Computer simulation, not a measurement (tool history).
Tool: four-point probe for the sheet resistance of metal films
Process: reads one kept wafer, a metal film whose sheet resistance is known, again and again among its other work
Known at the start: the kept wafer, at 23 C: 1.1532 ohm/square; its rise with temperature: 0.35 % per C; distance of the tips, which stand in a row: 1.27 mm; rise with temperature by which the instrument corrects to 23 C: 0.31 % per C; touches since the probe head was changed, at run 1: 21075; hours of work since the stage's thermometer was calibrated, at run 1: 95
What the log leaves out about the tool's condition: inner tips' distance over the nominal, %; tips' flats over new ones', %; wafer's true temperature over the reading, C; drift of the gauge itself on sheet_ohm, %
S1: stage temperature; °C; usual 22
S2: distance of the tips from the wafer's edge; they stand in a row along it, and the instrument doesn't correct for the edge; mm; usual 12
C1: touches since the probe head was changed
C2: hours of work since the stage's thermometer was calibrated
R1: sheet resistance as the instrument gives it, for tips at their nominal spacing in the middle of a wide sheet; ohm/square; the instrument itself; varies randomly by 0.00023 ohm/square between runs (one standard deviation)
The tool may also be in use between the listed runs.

| run | hour | S1 | S2 | C1 | C2 | R1 |
|---|---|---|---|---|---|---|
| 1 | 0 | 22 | 12 | 21075 | 95 | 1.160148 |
| 2 | 19.3 | 22 | 12 | 21429 | 103 | 1.160058 |
| 3 | 34.5 | 22 | 12 | 21707 | 109 | 1.159748 |
| 4 | 60 | 22 | 12 | 22174 | 120 | 1.159633 |
| 5 | 77.5 | 22 | 12 | 22495 | 128 | 1.160326 |
| 6 | 103.5 | 22 | 12 | 22971 | 139 | 1.159594 |
| 7 | 130.7 | 22 | 12 | 23471 | 150 | 1.1597 |
| 8 | 155.5 | 22 | 12 | 23925 | 161 | 1.159723 |
| 9 | 174.6 | 22 | 12 | 24275 | 169 | 1.160266 |
| 10 | 201.4 | 22 | 12 | 24765 | 180 | 1.159913 |
| 11 | 228.8 | 21 | 12 | 25267 | 192 | 1.159693 |
| 12 | 250.3 | 21 | 17 | 25662 | 201 | 1.155742 |
| 13 | 278.1 | 21 | 17 | 26171 | 213 | 1.155834 |
| 14 | 303.9 | 21 | 17 | 26644 | 223 | 1.156132 |
| 15 | 323.3 | 22 | 12 | 26999 | 232 | 1.160094 |
| 16 | 347.3 | 18 | 12 | 27439 | 242 | 1.157512 |
| 17 | 372.5 | 18 | 12 | 27900 | 253 | 1.157443 |
| 18 | 401.7 | 18 | 21 | 28436 | 265 | 1.153105 |
| 19 | 418.8 | 18 | 21 | 28749 | 272 | 1.152921 |
| 20 | 432.3 | 18 | 21 | 28997 | 278 | 1.152934 |
| 21 | 450.7 | 22 | 4 | 29333 | 286 | 1.212132 |
| 22 | 467.3 | 22 | 9 | 29638 | 293 | 1.165239 |
| 23 | 485.9 | 22 | 12 | 29978 | 300 | 1.159606 |
| 24 | 514.7 | 33 | 9 | 30506 | 313 | 1.169786 |
| 25 | 531.5 | 30 | 21 | 30815 | 320 | 1.158819 |
| 26 | 548.3 | 34 | 6 | 31123 | 327 | 1.185573 |
| 27 | 574.4 | 34 | 6 | 31600 | 338 | 1.18564 |
| 28 | 603.9 | 26 | 47 | 32141 | 350 | 1.155246 |
| 29 | 627.3 | 30 | 62 | 32569 | 360 | 1.156575 |
| 30 | 644.4 | 30 | 6 | 32882 | 368 | 1.18394 |
| 31 | 667.5 | 20 | 9 | 33306 | 377 | 1.163777 |
| 32 | 694.7 | 20 | 9 | 33805 | 389 | 1.164012 |
| 33 | 717.1 | 20 | 9 | 34215 | 398 | 1.163917 |
| 34 | 734.6 | 29 | 20 | 34535 | 406 | 1.158414 |
| 35 | 763 | 29 | 20 | 35056 | 418 | 1.158463 |
| 36 | 786.2 | 34 | 27 | 35480 | 428 | 1.159613 |
| 37 | 815.4 | 20 | 15 | 36016 | 440 | 1.156178 |
| 38 | 841.6 | 19 | 14 | 36496 | 451 | 1.156526 |
| 39 | 856.2 | 26 | 23 | 36764 | 457 | 1.156633 |
| 40 | 877.7 | 22 | 4 | 37158 | 466 | 1.211933 |
| 41 | 903.1 | 22 | 42 | 37624 | 477 | 1.153393 |
| 42 | 923.7 | 19 | 4 | 38001 | 486 | 1.210667 |
| 43 | 948.8 | 33 | 26 | 38461 | 496 | 1.158846 |
| 44 | 976.1 | 25 | 5 | 38960 | 508 | 1.193087 |
| 45 | 997.4 | 18 | 12 | 39352 | 517 | 1.157825 |
| 46 | 1021.7 | 32 | 46 | 39797 | 527 | 1.157534 |

Branching from run 46: 3 alternative next runs. What would each branch give?
| A | 1046.4 | 22 | 28 | 40249 | 538 | ? |
| B | 1046.4 | 26 | 22 | 40249 | 538 | ? |
| C | 1046.4 | 20 | 10 | 40249 | 538 | ? |

| run | R1 |
|---|---|
| A | 1.153976 |
| B | 1.156739 |
| C | 1.162088 |
Had the tool no hidden state, the same runs would have come out as:
| run | R1 |
|---|---|
| A | 1.153859 |
| B | 1.156621 |
| C | 1.161969 |

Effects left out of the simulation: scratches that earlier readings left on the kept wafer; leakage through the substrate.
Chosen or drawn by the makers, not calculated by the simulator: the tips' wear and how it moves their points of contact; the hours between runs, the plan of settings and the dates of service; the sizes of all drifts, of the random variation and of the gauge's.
